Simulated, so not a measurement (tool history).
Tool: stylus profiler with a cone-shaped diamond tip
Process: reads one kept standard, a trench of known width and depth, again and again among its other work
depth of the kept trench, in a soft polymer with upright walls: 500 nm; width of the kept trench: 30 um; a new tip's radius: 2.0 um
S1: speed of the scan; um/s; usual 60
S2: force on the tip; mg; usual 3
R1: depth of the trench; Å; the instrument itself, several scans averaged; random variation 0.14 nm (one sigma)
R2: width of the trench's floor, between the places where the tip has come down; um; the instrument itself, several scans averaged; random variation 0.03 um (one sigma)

run 1 day=0 | S1=60 S2=3 | R1=5102.2 R2=25.82
run 2 day=2.192 | S1=60 S2=3 | R1=5098.7 R2=25.8
run 3 day=4.183 | S1=60 S2=3 | R1=5093.6 R2=25.82
run 4 day=7.342 | S1=60 S2=3 | R1=5097.3 R2=25.8
run 5 day=9.596 | S1=60 S2=3 | R1=5096.5 R2=25.75
run 6 day=12.654 | S1=60 S2=3 | R1=5094.2 R2=25.83
run 7 day=15.738 | S1=60 S2=3 | R1=5093.8 R2=25.74
run 8 day=17.417 | S1=60 S2=3 | R1=5092.5 R2=25.75
run 9 day=19.712 | S1=60 S2=3 | R1=5090.3 R2=25.71
run 10 day=22.038 | S1=16 S2=3 | R1=5089.3 R2=25.9
run 11 day=25.662 | S1=60 S2=3 | R1=5087.2 R2=25.68
-- day=25.883 height scale calibrated on a step standard
run 12 day=28.646 | S1=60 S2=3 | R1=5081.2 R2=25.62
run 13 day=31.112 | S1=233 S2=3 | R1=5084 R2=24.87
-- day=31.875 height scale calibrated on a step standard, once more
run 14 day=34.779 | S1=111 S2=7.73 | R1=5187.2 R2=25.49
run 15 day=36.933 | S1=42 S2=4.35 | R1=5126.7 R2=25.7
run 16 day=40.408 | S1=151 S2=5.32 | R1=5143.5 R2=25.32
run 17 day=44.442 | S1=178 S2=2.8 | R1=5090.9 R2=24.98
run 18 day=47.575 | S1=178 S2=1.59 | R1=5059.7 R2=24.68
run 19 day=50.55 | S1=51 S2=2.1 | R1=5070.9 R2=25.39
run 20 day=52.979 | S1=51 S2=1.16 | R1=5045.5 R2=25.35
run 21 day=55.279 | S1=17 S2=1.16 | R1=5043.3 R2=25.6
run 22 day=57.004 | S1=148 S2=1.23 | R1=5045.3 R2=24.72
run 23 day=59.179 | S1=52 S2=1.22 | R1=5044.6 R2=25.33
-- day=60.746 new tip fitted, height scale calibrated
run 24 day=62.35 | S1=52 S2=1.22 | R1=5054.5 R2=26.99
run 25 day=64.788 | S1=52 S2=3.49 | R1=5106.6 R2=27.08
run 26 day=67.317 | S1=173 S2=2.01 | R1=5073.1 R2=26.36

5 ways to go on from here, each from the tool as it stands after run 26. What would each give?
run A day=68.971 | S1=192 S2=8.16 | R1=? R2=?
run B day=68.971 | S1=169 S2=5.78 | R1=? R2=?
run C day=68.971 | S1=50 S2=3 | R1=? R2=?
run D day=68.971 | S1=53 S2=2.01 | R1=? R2=?
run E day=68.971 | S1=60 S2=4.3 | R1=? R2=?

run=A R1=5190.6 R2=26.72
run=B R1=5148.6 R2=26.71
run=C R1=5093 R2=26.97
run=D R1=5074.2 R2=26.93
run=E R1=5120.4 R2=27
Without the tool's hidden state the same runs would have given:
run=A R1=5194.8 R2=26.84
run=B R1=5152.8 R2=26.83
run=C R1=5097.2 R2=27.09
run=D R1=5078.3 R2=27.05
run=E R1=5124.5 R2=27.12
